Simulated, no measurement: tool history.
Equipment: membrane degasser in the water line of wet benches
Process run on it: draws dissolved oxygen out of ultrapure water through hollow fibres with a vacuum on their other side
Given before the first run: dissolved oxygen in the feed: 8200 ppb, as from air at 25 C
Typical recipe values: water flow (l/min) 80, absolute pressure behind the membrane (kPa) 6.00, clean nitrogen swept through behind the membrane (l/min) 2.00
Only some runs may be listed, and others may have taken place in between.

run      day  water flow (l/min)  absolute pressure behind the membrane (kPa)  clean nitrogen swept through behind the membrane (l/min)  dissolved oxygen in the water behind the degasser (ppb)  pressure that the water loses in the fibres (kPa)
  1    0.000                  80                                         6.00                                                      2.00                                                    431.7                                              28.42
  2    4.842                  80                                         6.00                                                      2.00                                                    434.1                                              28.22
  3   13.229                  80                                         6.00                                                      2.00                                                    428.9                                              28.08
  4   18.079                  80                                         6.00                                                      2.00                                                    430.4                                              28.11
  5   26.417                  80                                         6.00                                                      2.85                                                    386.4                                              28.11
  6   33.054                  80                                         6.00                                                      2.00                                                    436.5                                              28.28
  7   39.275                  80                                         6.00                                                      2.00                                                    428.1                                              27.92
  8   47.521                  80                                         6.00                                                      2.00                                                    430.7                                              28.48
  9   55.312                  80                                         6.00                                                      2.00                                                    433.2                                              28.23
 10   63.079                  80                                         6.00                                                      2.00                                                    437.0                                              28.26
 11   70.483                  77                                         6.00                                                      2.00                                                    420.9                                              27.26
 12   79.642                  77                                         6.00                                                      2.00                                                    421.1                                              27.06
 13   83.667                  77                                         6.00                                                      2.00                                                    426.2                                              26.98
 14   90.967                  77                                         6.00                                                      2.00                                                    421.7                                              26.86
 15   97.833                 121                                         6.00                                                      1.86                                                    645.3                                              42.74
 16  103.600                  71                                         9.38                                                      0.90                                                    949.9                                              25.05
 17  110.971                  66                                         4.32                                                      2.00                                                    251.2                                              23.39
 18  118.467                  92                                         4.32                                                      1.37                                                    394.7                                              32.40
 19  125.496                  53                                         6.39                                                      4.82                                                    213.8                                              18.86
 20  130.750                  50                                        10.23                                                      1.37                                                    614.3                                              17.43
 21  137.142                  50                                        10.23                                                      1.02                                                    731.7                                              17.47
 22  142.154                  50                                        10.23                                                      1.02                                                    736.5                                              17.82
 23  148.346                  50                                         3.97                                                      1.02                                                    197.3                                              17.59

Between the runs listed above, the log contained 2 entries, not reproduced here. Where in the sequence does each belong, and how does what the log doesn't record of the tool's condition differ from the listed run before to the listed run after?
From run 9 to run 10: seals of the vacuum lines changed (day 59.200)
  air that leaks in behind the membrane, l/min: 0.0022 -> 0.002
From run 10 to run 11: vacuum gauge calibrated (day 66.475)
  both runs share identical hidden conditions

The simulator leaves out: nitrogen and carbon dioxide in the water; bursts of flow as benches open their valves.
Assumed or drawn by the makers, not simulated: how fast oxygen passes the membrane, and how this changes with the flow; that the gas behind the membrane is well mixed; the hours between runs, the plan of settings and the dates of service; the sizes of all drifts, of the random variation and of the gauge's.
